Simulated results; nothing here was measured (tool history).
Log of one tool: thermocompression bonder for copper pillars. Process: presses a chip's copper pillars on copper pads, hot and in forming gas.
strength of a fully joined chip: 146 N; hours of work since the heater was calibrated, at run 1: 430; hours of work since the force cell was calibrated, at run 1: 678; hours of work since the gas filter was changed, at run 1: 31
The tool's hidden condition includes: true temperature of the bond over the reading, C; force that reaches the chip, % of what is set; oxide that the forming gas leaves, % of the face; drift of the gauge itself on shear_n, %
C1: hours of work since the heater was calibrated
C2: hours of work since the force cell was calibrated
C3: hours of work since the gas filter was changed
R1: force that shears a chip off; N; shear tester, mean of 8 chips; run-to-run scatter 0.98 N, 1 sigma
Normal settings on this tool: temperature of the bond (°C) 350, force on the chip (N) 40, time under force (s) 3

Run 1, hour 0.0: usual settings; C1 430; C2 678; C3 31. Result: R1 93.5 N.
Run 2, hour 33.4: usual settings; C1 450; C2 698; C3 51. Result: R1 92.9 N.
Run 3, hour 64.8: usual settings but time under force (s) 5; C1 469; C2 717; C3 70. Result: R1 107.4 N.
Run 4, hour 89.9: usual settings but time under force (s) 5; C1 484; C2 732; C3 85. Result: R1 107.3 N.
Run 5, hour 117.4: usual settings but time under force (s) 6; C1 501; C2 749; C3 102. Result: R1 112.2 N.
Run 6, hour 149.4: usual settings but time under force (s) 6; C1 520; C2 768; C3 121. Result: R1 110.8 N.
Run 7, hour 174.6: usual settings but force on the chip (N) 46, time under force (s) 6; C1 535; C2 783; C3 136. Result: R1 113.6 N.
Run 8, hour 198.7: usual settings but force on the chip (N) 46, time under force (s) 6; C1 550; C2 798; C3 151. Result: R1 116.6 N.
Run 9, hour 226.0: usual settings but force on the chip (N) 46, time under force (s) 6; C1 566; C2 814; C3 167. Result: R1 115.8 N.
Run 10, hour 243.7: usual settings but force on the chip (N) 46, time under force (s) 6; C1 577; C2 825; C3 178. Result: R1 114.3 N.
Run 11, hour 260.5: usual settings but force on the chip (N) 46, time under force (s) 6; C1 587; C2 835; C3 188. Result: R1 114.4 N.
Run 12, hour 292.6: usual settings but force on the chip (N) 46, time under force (s) 6; C1 606; C2 854; C3 207. Result: R1 115.4 N.
Run 13, hour 318.8: usual settings but force on the chip (N) 46, time under force (s) 6; C1 622; C2 870; C3 223. Result: R1 116.1 N.
Run 14, hour 333.8: usual settings but force on the chip (N) 46, time under force (s) 6; C1 631; C2 879; C3 232. Result: R1 114.4 N.
Run 15, hour 363.2: usual settings but force on the chip (N) 46, time under force (s) 6; C1 649; C2 897; C3 249. Result: R1 116.8 N.
Run 16, hour 387.8: usual settings but force on the chip (N) 46, time under force (s) 6; C1 663; C2 911; C3 264. Result: R1 116.6 N.
Run 17, hour 411.4: usual settings but force on the chip (N) 46, time under force (s) 6; C1 678; C2 926; C3 278. Result: R1 115.3 N.
Run 18, hour 430.7: usual settings but force on the chip (N) 46, time under force (s) 6; C1 689; C2 937; C3 290. Result: R1 115.0 N.
Run 19, hour 447.3: usual settings but temperature of the bond (°C) 341; C1 699; C2 947; C3 300. Result: R1 83.6 N.
Run 20, hour 465.4: usual settings but temperature of the bond (°C) 341; C1 710; C2 958; C3 311. Result: R1 83.3 N.
Run 21, hour 479.8: usual settings but temperature of the bond (°C) 347; C1 719; C2 967; C3 319. Result: R1 88.6 N.
Run 22, hour 506.2: usual settings but temperature of the bond (°C) 364, time under force (s) 2; C1 734; C2 983; C3 335. Result: R1 88.1 N.
Run 23, hour 537.2: usual settings but temperature of the bond (°C) 364, time under force (s) 2; C1 753; C2 1001; C3 354. Result: R1 88.5 N.
Run 24, hour 555.7: usual settings but temperature of the bond (°C) 364, time under force (s) 2; C1 764; C2 1012; C3 365. Result: R1 88.2 N.
Run 25, hour 570.6: usual settings but temperature of the bond (°C) 364, time under force (s) 2; C1 773; C2 1021; C3 374. Result: R1 88.2 N.
Run 26, hour 591.4: usual settings but temperature of the bond (°C) 346, force on the chip (N) 47, time under force (s) 5; C1 786; C2 1034; C3 387. Result: R1 107.6 N.
Run 27, hour 617.3: usual settings but temperature of the bond (°C) 362, force on the chip (N) 33, time under force (s) 2; C1 801; C2 1049; C3 402. Result: R1 77.7 N.
Run 28, hour 633.5: usual settings but temperature of the bond (°C) 362, force on the chip (N) 33, time under force (s) 2; C1 811; C2 1059; C3 412. Result: R1 77.6 N.
At hour 653.3: forming gas filter changed.
Run 29, hour 667.4: usual settings but temperature of the bond (°C) 346, force on the chip (N) 33, time under force (s) 4; C1 831; C2 1079; C3 8. Result: R1 85.4 N.
Run 30, hour 691.4: usual settings but temperature of the bond (°C) 346, force on the chip (N) 33, time under force (s) 4; C1 846; C2 1094; C3 23. Result: R1 86.1 N.
Run 31, hour 723.0: usual settings but time under force (s) 7; C1 865; C2 1113; C3 42. Result: R1 113.7 N.
At hour 733.5: heater calibrated with a thermocouple chip.
Run 32, hour 756.7: usual settings but time under force (s) 7; C1 14; C2 1132; C3 61. Result: R1 116.7 N.
Run 33, hour 771.8: usual settings but time under force (s) 7; C1 23; C2 1141; C3 70. Result: R1 116.6 N.
Run 34, hour 798.6: usual settings but time under force (s) 7; C1 39; C2 1157; C3 86. Result: R1 115.7 N.
Run 35, hour 823.1: usual settings but time under force (s) 7; C1 54; C2 1171; C3 101. Result: R1 114.6 N.
Run 36, hour 842.7: usual settings but temperature of the bond (°C) 335, force on the chip (N) 57; C1 66; C2 1183; C3 113. Result: R1 101.9 N.
Run 37, hour 868.8: usual settings but temperature of the bond (°C) 335, force on the chip (N) 57; C1 81; C2 1199; C3 128. Result: R1 102.1 N.
Run 38, hour 887.8: usual settings but force on the chip (N) 51; C1 93; C2 1210; C3 140. Result: R1 105.1 N.
Run 39, hour 905.9: usual settings; C1 104; C2 1221; C3 151. Result: R1 94.3 N.

Alternative continuations, all from the tool just after run 39; predict every row:
Run A, hour 920.2: usual settings but temperature of the bond (°C) 374; C1 112; C2 1230; C3 159. Result: R1 ?.
Run B, hour 920.2: usual settings but temperature of the bond (°C) 355, force on the chip (N) 25, time under force (s) 5; C1 112; C2 1230; C3 159. Result: R1 ?.
Run C, hour 920.2: usual settings but temperature of the bond (°C) 337; C1 112; C2 1230; C3 159. Result: R1 ?.
Run D, hour 920.2: usual settings but temperature of the bond (°C) 365, force on the chip (N) 44, time under force (s) 9; C1 112; C2 1230; C3 159. Result: R1 ?.
Run E, hour 920.2: usual settings but force on the chip (N) 25; C1 112; C2 1230; C3 159. Result: R1 ?.

run     R1
  A  109.2
  B   86.8
  C   82.8
  D  131.6
  E   70.8
Without the tool's unlogged condition, the same runs would have read:
run     R1
  A  112.7
  B   90.4
  C   86.4
  D  134.4
  E   74.2

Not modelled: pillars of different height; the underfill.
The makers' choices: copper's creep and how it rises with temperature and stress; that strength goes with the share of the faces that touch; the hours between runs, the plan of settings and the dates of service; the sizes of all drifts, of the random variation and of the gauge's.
